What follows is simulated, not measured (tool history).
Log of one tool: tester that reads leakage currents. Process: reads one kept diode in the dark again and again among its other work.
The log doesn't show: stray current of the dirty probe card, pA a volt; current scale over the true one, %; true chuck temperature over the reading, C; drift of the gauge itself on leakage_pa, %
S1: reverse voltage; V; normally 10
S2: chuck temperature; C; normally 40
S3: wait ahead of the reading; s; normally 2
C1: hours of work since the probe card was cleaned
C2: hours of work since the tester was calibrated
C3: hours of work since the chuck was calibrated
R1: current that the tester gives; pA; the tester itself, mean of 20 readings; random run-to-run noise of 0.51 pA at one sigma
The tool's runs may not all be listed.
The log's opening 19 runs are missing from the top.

{"run": 20, "day": 65.0, "S1": 10, "S2": 40, "S3": 7.75, "C1": 684, "C2": 317, "C3": 268, "R1": 177.37}
{"run": 21, "day": 67.321, "S1": 10, "S2": 40, "S3": 7.75, "C1": 717, "C2": 350, "C3": 301, "R1": 177.98}
{"run": 22, "day": 70.6, "S1": 10, "S2": 40, "S3": 6.35, "C1": 763, "C2": 397, "C3": 347, "R1": 178.96}
{"run": 23, "day": 74.796, "S1": 10, "S2": 40, "S3": 2.01, "C1": 823, "C2": 457, "C3": 407, "R1": 181.01}
{"run": 24, "day": 77.254, "S1": 10, "S2": 27, "S3": 1.86, "C1": 858, "C2": 491, "C3": 442, "R1": 65.4}
{"run": 25, "day": 80.017, "S1": 10, "S2": 27, "S3": 1.86, "C1": 897, "C2": 531, "C3": 481, "R1": 66.22}
{"run": 26, "day": 84.571, "S1": 7.7, "S2": 40, "S3": 5.09, "C1": 962, "C2": 595, "C3": 546, "R1": 167.81}
{"run": 27, "day": 88.288, "S1": 3.9, "S2": 30, "S3": 5.09, "C1": 1015, "C2": 648, "C3": 599, "R1": 59.27}
{"run": 28, "day": 90.962, "S1": 3.4, "S2": 39, "S3": 5.09, "C1": 1053, "C2": 686, "C3": 637, "R1": 119.16}
{"run": 29, "day": 94.529, "S1": 10, "S2": 40, "S3": 0.33, "C1": 1104, "C2": 737, "C3": 687, "R1": 194.65}
{"run": 30, "day": 99.021, "S1": 2.4, "S2": 40, "S3": 0.47, "C1": 1167, "C2": 801, "C3": 751, "R1": 116.97}
{"run": 31, "day": 102.233, "S1": 1.1, "S2": 38, "S3": 3.07, "C1": 1213, "C2": 847, "C3": 797, "R1": 76.53}
{"day": 106.529, "done": "probe card cleaned and baked"}
{"run": 32, "day": 107.029, "S1": 1.1, "S2": 38, "S3": 3.07, "C1": 7, "C2": 913, "C3": 863, "R1": 75.61}
{"run": 33, "day": 110.179, "S1": 13.1, "S2": 40, "S3": 1.95, "C1": 52, "C2": 958, "C3": 908, "R1": 194.37}
{"run": 34, "day": 112.975, "S1": 1.1, "S2": 34, "S3": 0.56, "C1": 92, "C2": 997, "C3": 948, "R1": 54.57}
{"run": 35, "day": 117.5, "S1": 1.6, "S2": 34, "S3": 0.92, "C1": 156, "C2": 1062, "C3": 1012, "R1": 61.47}
{"run": 36, "day": 120.558, "S1": 1.6, "S2": 34, "S3": 0.92, "C1": 199, "C2": 1105, "C3": 1056, "R1": 61.99}
{"run": 37, "day": 124.5, "S1": 5.7, "S2": 49, "S3": 0.92, "C1": 255, "C2": 1161, "C3": 1112, "R1": 319.62}
{"run": 38, "day": 127.721, "S1": 10, "S2": 21, "S3": 8.99, "C1": 301, "C2": 1207, "C3": 1157, "R1": 36.66}
{"run": 39, "day": 130.575, "S1": 10, "S2": 21, "S3": 8.99, "C1": 342, "C2": 1248, "C3": 1198, "R1": 37.4}
{"run": 40, "day": 134.533, "S1": 10, "S2": 40, "S3": 3.71, "C1": 398, "C2": 1304, "C3": 1254, "R1": 187.26}
{"run": 41, "day": 136.579, "S1": 10, "S2": 40, "S3": 3.71, "C1": 427, "C2": 1333, "C3": 1283, "R1": 187.84}

Below are 3 alternative next runs, each starting from the tool's condition after run 41. Predict each:
{"run": "A", "day": 140.404, "S1": 10, "S2": 40, "S3": 2.1, "C1": 481, "C2": 1387, "C3": 1338, "R1": "?"}
{"run": "B", "day": 140.404, "S1": 2.1, "S2": 40, "S3": 2, "C1": 481, "C2": 1387, "C3": 1338, "R1": "?"}
{"run": "C", "day": 140.404, "S1": 10, "S2": 52, "S3": 0.41, "C1": 481, "C2": 1387, "C3": 1338, "R1": "?"}

run=A R1=188.86
run=B R1=114.71
run=C R1=489.72
With the hidden condition removed and each run's random variation left untouched, the same runs would have given:
run=A R1=167.7
run=B R1=103.73
run=C R1=445.37

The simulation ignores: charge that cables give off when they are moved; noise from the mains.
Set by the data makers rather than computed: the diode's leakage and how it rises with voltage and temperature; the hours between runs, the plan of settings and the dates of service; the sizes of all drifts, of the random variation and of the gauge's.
